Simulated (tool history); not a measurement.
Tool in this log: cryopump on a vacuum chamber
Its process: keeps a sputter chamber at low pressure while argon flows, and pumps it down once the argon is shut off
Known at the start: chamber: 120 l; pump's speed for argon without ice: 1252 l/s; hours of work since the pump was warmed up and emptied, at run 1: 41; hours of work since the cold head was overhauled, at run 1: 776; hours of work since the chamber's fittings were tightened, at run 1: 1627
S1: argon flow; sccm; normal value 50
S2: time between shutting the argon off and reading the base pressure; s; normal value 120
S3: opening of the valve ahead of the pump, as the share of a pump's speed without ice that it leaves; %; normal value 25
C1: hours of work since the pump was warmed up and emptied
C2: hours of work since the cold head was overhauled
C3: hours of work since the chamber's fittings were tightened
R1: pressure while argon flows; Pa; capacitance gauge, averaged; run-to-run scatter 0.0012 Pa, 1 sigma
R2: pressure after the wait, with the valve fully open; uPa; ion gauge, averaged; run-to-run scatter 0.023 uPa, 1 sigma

run	hour	S1	S2	S3	C1	C2	C3	R1	R2
1	0.0	50	120	25	41	776	1627	0.2725	2.37
2	30.6	50	120	25	62	797	1648	0.2729	2.28
3	47.0	50	28	25	73	809	1659	0.2720	3.91
4	77.2	50	28	25	94	829	1680	0.2726	4.10
5	92.2	50	277	25	104	840	1690	0.2726	2.06
6	105.9	21	120	25	113	849	1700	0.1158	2.40
7	133.3	50	120	25	132	868	1718	0.2708	2.43
8	165.9	50	120	25	154	890	1741	0.2737	2.47
9	181.2	50	60	25	165	900	1751	0.2752	3.01
10	210.6	50	120	25	185	920	1771	0.2753	2.53
11	235.9	31	120	25	202	938	1788	0.1698	2.52
12	259.0	31	120	25	218	954	1804	0.1711	2.61
13	289.4	31	120	25	239	974	1825	0.1732	2.58
14	320.2	50	32	47	260	996	1846	0.1491	4.07
15	352.0	50	21	49	282	1017	1868	0.1431	5.28
16	371.7	50	21	49	295	1031	1881	0.1437	5.25
17	398.6	29	21	17	314	1049	1900	0.2356	5.22
18	430.3	67	155	25	335	1071	1921	0.3730	2.69
19	452.0	25	60	25	350	1086	1936	0.1383	3.26
20	484.0	25	60	27	372	1108	1958	0.1292	3.41
21	505.3	60	64	49	387	1122	1973	0.1762	3.25
22	538.0	60	64	49	409	1144	1995	0.1763	3.29
23	553.6	61	266	40	420	1155	2006	0.2162	2.67
24	573.6	61	266	40	433	1169	2019	0.2192	2.67
25	596.0	61	266	40	449	1184	2035	0.2178	2.67
26	617.7	61	165	40	463	1199	2050	0.2184	2.81

Hidden state or all else? Some run-to-run changes of R1, split into what the settings, what came in and random variation would give without the hidden state, and what is left for the hidden state (with any gauge scatter that isn't in both results):
Hidden state at play: pump's speed, % of a pump's without ice; cold plate's temperature, K; leak into the chamber, uPa l/s; drift of the gauge itself on working_pa, %; drift of the gauge itself on base_upa, %.
Run 5 -> 6: S1 50 -> 21, S2 277 -> 120. R1 -0.1568 Pa: hidden state -0.0015, all else -0.1553.
Run 18 -> 19: S1 67 -> 25, S2 155 -> 60. R1 -0.2347 Pa: hidden state -0.0062, all else -0.2285.
Run 20 -> 21: S1 25 -> 60, S2 60 -> 64, S3 27 -> 49. R1 +0.0470 Pa: hidden state +0.0063, all else +0.0407.
